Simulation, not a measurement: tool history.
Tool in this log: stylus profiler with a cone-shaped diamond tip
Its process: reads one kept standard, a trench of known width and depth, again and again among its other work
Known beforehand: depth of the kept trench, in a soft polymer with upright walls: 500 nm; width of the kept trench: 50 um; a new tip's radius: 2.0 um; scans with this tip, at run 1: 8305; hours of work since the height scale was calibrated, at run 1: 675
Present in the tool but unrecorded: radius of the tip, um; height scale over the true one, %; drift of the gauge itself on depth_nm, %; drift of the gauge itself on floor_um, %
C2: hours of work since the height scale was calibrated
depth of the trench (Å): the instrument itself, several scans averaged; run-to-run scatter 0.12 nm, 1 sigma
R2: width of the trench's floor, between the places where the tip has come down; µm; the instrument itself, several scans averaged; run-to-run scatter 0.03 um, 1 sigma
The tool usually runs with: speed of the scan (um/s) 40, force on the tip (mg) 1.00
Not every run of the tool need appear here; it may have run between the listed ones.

Run 1, day 0.000: usual settings; scans with this tip 8305; C2 675. Result: depth of the trench (Å) 5037.8, R2 47.20 µm.
Run 2, day 1.442: usual settings but speed of the scan (um/s) 117; scans with this tip 8601; C2 700. Result: depth of the trench (Å) 5038.0, R2 47.00 µm.
Run 3, day 3.450: usual settings but force on the tip (mg) 0.54; scans with this tip 9015; C2 733. Result: depth of the trench (Å) 5026.1, R2 47.19 µm.
Run 4, day 4.329: usual settings but force on the tip (mg) 1.11; scans with this tip 9196; C2 748. Result: depth of the trench (Å) 5042.4, R2 47.24 µm.
Run 5, day 5.446: usual settings but force on the tip (mg) 1.11; scans with this tip 9425; C2 767. Result: depth of the trench (Å) 5040.8, R2 47.23 µm.
Run 6, day 7.317: usual settings but force on the tip (mg) 1.11; scans with this tip 9811; C2 798. Result: depth of the trench (Å) 5042.9, R2 47.19 µm.
Run 7, day 8.304: usual settings but force on the tip (mg) 1.11; scans with this tip 10014; C2 814. Result: depth of the trench (Å) 5044.8, R2 47.19 µm.
Run 8, day 10.254: usual settings but force on the tip (mg) 1.11; scans with this tip 10415; C2 847. Result: depth of the trench (Å) 5041.7, R2 47.24 µm.
Run 9, day 11.608: usual settings but speed of the scan (um/s) 131; scans with this tip 10694; C2 870. Result: depth of the trench (Å) 5041.8, R2 47.00 µm.
Run 10, day 13.338: usual settings but speed of the scan (um/s) 131; scans with this tip 11050; C2 899. Result: depth of the trench (Å) 5038.3, R2 46.91 µm.
Run 11, day 14.717: usual settings but speed of the scan (um/s) 131; scans with this tip 11333; C2 922. Result: depth of the trench (Å) 5039.4, R2 46.95 µm.
Run 12, day 16.004: usual settings; scans with this tip 11599; C2 943. Result: depth of the trench (Å) 5039.3, R2 47.23 µm.
Run 13, day 17.492: usual settings; scans with this tip 11905; C2 968. Result: depth of the trench (Å) 5040.0, R2 47.23 µm.
Run 14, day 19.075: usual settings; scans with this tip 12231; C2 995. Result: depth of the trench (Å) 5040.5, R2 47.21 µm.
Run 15, day 19.996: usual settings but speed of the scan (um/s) 25, force on the tip (mg) 2.28; scans with this tip 12420; C2 1010. Result: depth of the trench (Å) 5066.8, R2 47.31 µm.
Run 16, day 21.354: usual settings but speed of the scan (um/s) 25, force on the tip (mg) 2.28; scans with this tip 12699; C2 1033. Result: depth of the trench (Å) 5067.1, R2 47.26 µm.
Run 17, day 22.979: usual settings but speed of the scan (um/s) 25, force on the tip (mg) 2.28; scans with this tip 13034; C2 1060. Result: depth of the trench (Å) 5068.6, R2 47.30 µm.
Run 18, day 24.967: usual settings but speed of the scan (um/s) 25, force on the tip (mg) 2.28; scans with this tip 13443; C2 1093. Result: depth of the trench (Å) 5066.1, R2 47.27 µm.
Run 19, day 26.183: usual settings but speed of the scan (um/s) 25, force on the tip (mg) 2.28; scans with this tip 13694; C2 1114. Result: depth of the trench (Å) 5068.7, R2 47.25 µm.
Run 20, day 27.771: usual settings but speed of the scan (um/s) 21, force on the tip (mg) 1.87; scans with this tip 14020; C2 1140. Result: depth of the trench (Å) 5059.1, R2 47.29 µm.
Run 21, day 29.488: usual settings but speed of the scan (um/s) 30, force on the tip (mg) 2.85; scans with this tip 14374; C2 1169. Result: depth of the trench (Å) 5078.7, R2 47.25 µm.
At day 30.467: height scale calibrated on a step standard.
Run 22, day 31.225: usual settings but speed of the scan (um/s) 140, force on the tip (mg) 0.92; scans with this tip 14727; C2 13. Result: depth of the trench (Å) 5038.2, R2 46.87 µm.
Run 23, day 32.762: usual settings but speed of the scan (um/s) 63, force on the tip (mg) 0.90; scans with this tip 15044; C2 38. Result: depth of the trench (Å) 5038.2, R2 47.11 µm.
Run 24, day 33.667: usual settings but speed of the scan (um/s) 48, force on the tip (mg) 0.80; scans with this tip 15230; C2 54. Result: depth of the trench (Å) 5032.9, R2 47.13 µm.
Run 25, day 35.721: usual settings but speed of the scan (um/s) 128, force on the tip (mg) 0.35; scans with this tip 15652; C2 88. Result: depth of the trench (Å) 5021.6, R2 46.65 µm.
Run 26, day 37.425: usual settings but speed of the scan (um/s) 39, force on the tip (mg) 2.39; scans with this tip 16003; C2 116. Result: depth of the trench (Å) 5070.8, R2 47.25 µm.
Run 27, day 39.217: usual settings but speed of the scan (um/s) 50, force on the tip (mg) 0.95; scans with this tip 16371; C2 146. Result: depth of the trench (Å) 5039.8, R2 47.19 µm.

Below are 4 alternative next runs, each starting from the tool's condition after run 27. Predict each:
Run A, day 40.896: usual settings but speed of the scan (um/s) 73, force on the tip (mg) 0.55; scans with this tip 16717; C2 175. Result: depth of the trench (Å) ?, R2 ?.
Run B, day 40.896: usual settings but force on the tip (mg) 0.42; scans with this tip 16717; C2 175. Result: depth of the trench (Å) ?, R2 ?.
Run C, day 40.896: usual settings but speed of the scan (um/s) 71, force on the tip (mg) 0.60; scans with this tip 16717; C2 175. Result: depth of the trench (Å) ?, R2 ?.
Run D, day 40.896: usual settings but force on the tip (mg) 0.33; scans with this tip 16717; C2 175. Result: depth of the trench (Å) ?, R2 ?.

run  depth of the trench (Å)     R2
  A                   5026.1  47.04
  B                   5024.2  47.14
  C                   5027.0  47.07
  D                   5018.5  47.11
What these runs would have given with no unlogged condition in the tool:
run  depth of the trench (Å)     R2
  A                   5026.2  47.07
  B                   5024.2  47.16
  C                   5027.0  47.09
  D                   5018.5  47.13

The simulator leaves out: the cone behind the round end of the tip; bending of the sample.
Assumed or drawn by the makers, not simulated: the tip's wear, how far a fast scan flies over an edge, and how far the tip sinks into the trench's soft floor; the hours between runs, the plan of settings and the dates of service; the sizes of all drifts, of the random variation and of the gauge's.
